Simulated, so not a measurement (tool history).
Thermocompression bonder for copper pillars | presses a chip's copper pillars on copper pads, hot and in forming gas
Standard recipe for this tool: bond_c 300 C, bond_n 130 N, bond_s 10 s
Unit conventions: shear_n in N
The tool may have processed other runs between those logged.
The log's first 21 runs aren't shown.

{"run": 22, "hour": 151.2, "bond_c": 273, "bond_n": 113, "bond_s": 10, "shear_n": 26.6}
{"run": 23, "hour": 157.9, "bond_c": 296, "bond_n": 156, "bond_s": 7, "shear_n": 43.5}
{"run": 24, "hour": 163.4, "bond_c": 296, "bond_n": 156, "bond_s": 7, "shear_n": 43.3}
{"run": 25, "hour": 172.9, "bond_c": 296, "bond_n": 168, "bond_s": 7, "shear_n": 46}
{"hour": 174.4, "done": "forming gas filter changed"}
{"run": 26, "hour": 178.6, "bond_c": 296, "bond_n": 168, "bond_s": 7, "shear_n": 46.8}
{"run": 27, "hour": 183.2, "bond_c": 310, "bond_n": 94, "bond_s": 12, "shear_n": 38.2}
{"run": 28, "hour": 192.1, "bond_c": 326, "bond_n": 94, "bond_s": 14, "shear_n": 48.6}
{"run": 29, "hour": 200.0, "bond_c": 326, "bond_n": 94, "bond_s": 14, "shear_n": 49}
{"run": 30, "hour": 204.4, "bond_c": 291, "bond_n": 118, "bond_s": 19, "shear_n": 45.5}
{"run": 31, "hour": 210.2, "bond_c": 292, "bond_n": 130, "bond_s": 10, "shear_n": 39.6}
{"run": 32, "hour": 216.8, "bond_c": 292, "bond_n": 130, "bond_s": 10, "shear_n": 39.9}
{"run": 33, "hour": 224.0, "bond_c": 274, "bond_n": 125, "bond_s": 11, "shear_n": 31}
{"run": 34, "hour": 231.2, "bond_c": 274, "bond_n": 125, "bond_s": 11, "shear_n": 31.5}
{"run": 35, "hour": 241.5, "bond_c": 274, "bond_n": 110, "bond_s": 13, "shear_n": 29}
{"run": 36, "hour": 247.8, "bond_c": 313, "bond_n": 130, "bond_s": 10, "shear_n": 50.2}
{"run": 37, "hour": 257.8, "bond_c": 305, "bond_n": 170, "bond_s": 10, "shear_n": 58.6}
{"run": 38, "hour": 262.6, "bond_c": 305, "bond_n": 143, "bond_s": 11, "shear_n": 51.4}
{"run": 39, "hour": 270.5, "bond_c": 305, "bond_n": 119, "bond_s": 14, "shear_n": 48.3}

5 options for the next run, each taken on its own from the tool as it stands now. Forecast them:
{"run": "A", "hour": 277.1, "bond_c": 297, "bond_n": 130, "bond_s": 10, "shear_n": "?"}
{"run": "B", "hour": 277.1, "bond_c": 306, "bond_n": 143, "bond_s": 10, "shear_n": "?"}
{"run": "C", "hour": 277.1, "bond_c": 308, "bond_n": 119, "bond_s": 14, "shear_n": "?"}
{"run": "D", "hour": 277.1, "bond_c": 305, "bond_n": 93, "bond_s": 22, "shear_n": "?"}
{"run": "E", "hour": 277.1, "bond_c": 302, "bond_n": 147, "bond_s": 11, "shear_n": "?"}

run=A shear_n=42.3
run=B shear_n=51.1
run=C shear_n=49.9
run=D shear_n=45.5
run=E shear_n=52
Without the tool's hidden state the same runs would have given:
run=A shear_n=42.4
run=B shear_n=51.2
run=C shear_n=50
run=D shear_n=45.6
run=E shear_n=52.1
